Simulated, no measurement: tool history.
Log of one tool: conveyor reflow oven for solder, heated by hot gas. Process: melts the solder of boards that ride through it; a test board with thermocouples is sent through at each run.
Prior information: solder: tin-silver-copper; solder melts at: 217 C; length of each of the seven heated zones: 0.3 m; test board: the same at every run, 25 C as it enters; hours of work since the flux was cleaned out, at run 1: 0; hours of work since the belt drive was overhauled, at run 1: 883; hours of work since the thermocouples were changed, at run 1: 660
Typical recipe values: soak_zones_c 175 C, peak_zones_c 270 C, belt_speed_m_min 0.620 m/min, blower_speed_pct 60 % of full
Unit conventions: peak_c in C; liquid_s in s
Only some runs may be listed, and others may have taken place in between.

run     day  soak_zones_c  peak_zones_c  belt_speed_m_min  blower_speed_pct  hours of work since the flux was cleaned out  hours of work since the belt drive was overhauled  hours of work since the thermocouples were changed  peak_c  liquid_s
  1   0.000           175           270             0.620                60                                             0                                                883                                                 660   249.5      40.6
  2   1.938           175           270             0.620                60                                            22                                                905                                                 683   249.2      41.1
  3   3.346           175           270             0.620                60                                            39                                                922                                                 699   248.9      41.1
  4   5.958           175           270             0.585                60                                            69                                                952                                                 730   251.1      44.9
      7.425  -- thermocouples of zones 6 and 7 changed
  5   8.550           175           270             0.585                60                                            98                                                981                                                  13   248.4      43.5
  6   9.962           175           270             0.620                60                                           115                                                997                                                  29   245.9      39.1
  7  12.404           175           270             0.620                60                                           143                                               1026                                                  58   246.2      38.8
  8  14.067           175           270             0.620                60                                           162                                               1045                                                  77   246.0      38.7
  9  15.925           172           270             0.620                60                                           184                                               1066                                                  99   245.0      37.3
     16.338  -- flux residue cleaned out of gas plates and filters
 10  17.971           165           270             0.620                60                                            19                                               1088                                                 120   245.3      35.7
 11  20.075           165           270             0.620                60                                            43                                               1112                                                 144   245.0      35.8
 12  22.875           175           270             0.620                60                                            76                                               1145                                                 177   247.2      39.8
 13  24.962           175           270             0.620                60                                           100                                               1169                                                 201   247.1      39.7
 14  26.988           175           270             0.620                60                                           123                                               1192                                                 224   246.6      39.4
 15  29.292           175           270             0.620                60                                           150                                               1219                                                 251   246.2      39.3
 16  31.758           175           270             0.657                57                                           179                                               1248                                                 280   242.9      34.1
     32.542  -- flux residue cleaned out of gas plates and filters
     33.975  -- belt drive overhauled, speed set with a stopwatch
 17  34.900           185           284             0.666                55                                            25                                                 11                                                 312   256.7      43.9
 18  36.942           164           270             0.620                50                                            49                                                 34                                                 335   241.4      30.8
 19  39.892           187           262             0.620                50                                            83                                                 69                                                 370   241.0      37.5
 20  41.442           164           270             0.620                60                                           101                                                 87                                                 388   244.2      34.2
 21  43.375           164           283             0.664                60                                           124                                                109                                                 410   251.4      36.1
 22  46.350           164           283             0.664                60                                           158                                                143                                                 444   251.2      35.5
     48.871  -- flux residue cleaned out of gas plates and filters
 23  49.375           175           267             0.720                60                                             6                                                176                                                 477   238.7      27.1
 24  52.417           183           279             0.720                60                                            41                                                211                                                 512   250.0      36.4
 25  55.392           183           279             0.720                60                                            76                                                246                                                 547   249.9      36.3
 26  57.683           178           271             0.729                71                                           102                                                272                                                 573   245.0      32.2
 27  60.004           178           271             0.729                71                                           129                                                299                                                 600   245.0      31.9
 28  62.371           178           271             0.729                71                                           156                                                327                                                 628   244.7      31.6
 29  64.462           168           283             0.508                70                                           181                                                351                                                 652   266.2      59.5

What if the next run were any one of these 5? Each begins from the tool's condition after run 29:
     64.942  -- flux residue cleaned out of gas plates and filters
  A  66.338           175           270             0.520                80                                            16                                                370                                                 671       ?         ?
     64.942  -- flux residue cleaned out of gas plates and filters
  B  66.338           168           265             0.598                53                                            16                                                370                                                 671       ?         ?
     64.942  -- flux residue cleaned out of gas plates and filters
  C  66.338           168           283             0.595                70                                            16                                                370                                                 671       ?         ?
     64.942  -- flux residue cleaned out of gas plates and filters
  D  66.338           168           283             0.700                70                                            16                                                370                                                 671       ?         ?
     64.942  -- flux residue cleaned out of gas plates and filters
  E  66.338           168           281             0.739                56                                            16                                                370                                                 671       ?         ?

run  peak_c  liquid_s
  A   258.7      57.0
  B   242.2      34.7
  C   262.1      48.7
  D   254.8      37.1
  E   245.6      29.5
Take away the tool's hidden state, keep each run's random variation, and the runs would have read:
run  peak_c  liquid_s
  A   257.4      56.0
  B   241.0      33.5
  C   260.9      47.8
  D   253.7      36.3
  E   244.5      28.6

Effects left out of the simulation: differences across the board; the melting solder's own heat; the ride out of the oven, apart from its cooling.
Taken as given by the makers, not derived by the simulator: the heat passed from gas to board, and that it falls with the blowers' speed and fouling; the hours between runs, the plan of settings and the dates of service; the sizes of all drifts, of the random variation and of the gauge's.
